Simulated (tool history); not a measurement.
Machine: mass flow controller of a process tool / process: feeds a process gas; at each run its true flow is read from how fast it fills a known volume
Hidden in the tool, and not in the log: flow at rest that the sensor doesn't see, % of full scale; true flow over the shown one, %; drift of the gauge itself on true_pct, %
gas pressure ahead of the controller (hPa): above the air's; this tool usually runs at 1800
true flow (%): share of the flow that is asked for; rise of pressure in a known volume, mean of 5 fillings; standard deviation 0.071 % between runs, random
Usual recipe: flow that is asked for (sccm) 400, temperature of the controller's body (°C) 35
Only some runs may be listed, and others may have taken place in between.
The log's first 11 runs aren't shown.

run	day	flow that is asked for (sccm)	gas pressure ahead of the controller (hPa)	temperature of the controller's body (°C)	hours of work since the controller was set to zero	hours of work since the controller was changed	true flow (%)
12	33.242	400	1800	25	1595	1595	100.6
13	35.196	333	1800	35	1613	1613	101.35
14	37.362	333	1800	35	1634	1634	101.5
15	39.45	333	1800	35	1653	1653	101.53
16	41.242	333	1800	35	1670	1670	101.47
17	43.562	333	1800	35	1692	1692	101.72
18	45.421	400	2070	35	1709	1709	102.26
19	48.121	400	2070	35	1735	1735	102.19
20	50.354	400	2070	35	1756	1756	102.36
21	54.1	400	1800	26	1791	1791	101.36
22	55.908	400	1800	26	1808	1808	101.49
23	58.754	400	1800	35	1835	1835	102.32
24	60.588	85	1660	30	1852	1852	100.81

Forecast run 25:
25	63.488	216	2210	35	1879	1879	?

{"run 25": {"true flow (%)": 102.19}}
With the hidden condition absent and the run-to-run variation left alone, this run would have shown true flow (%) 100.2.
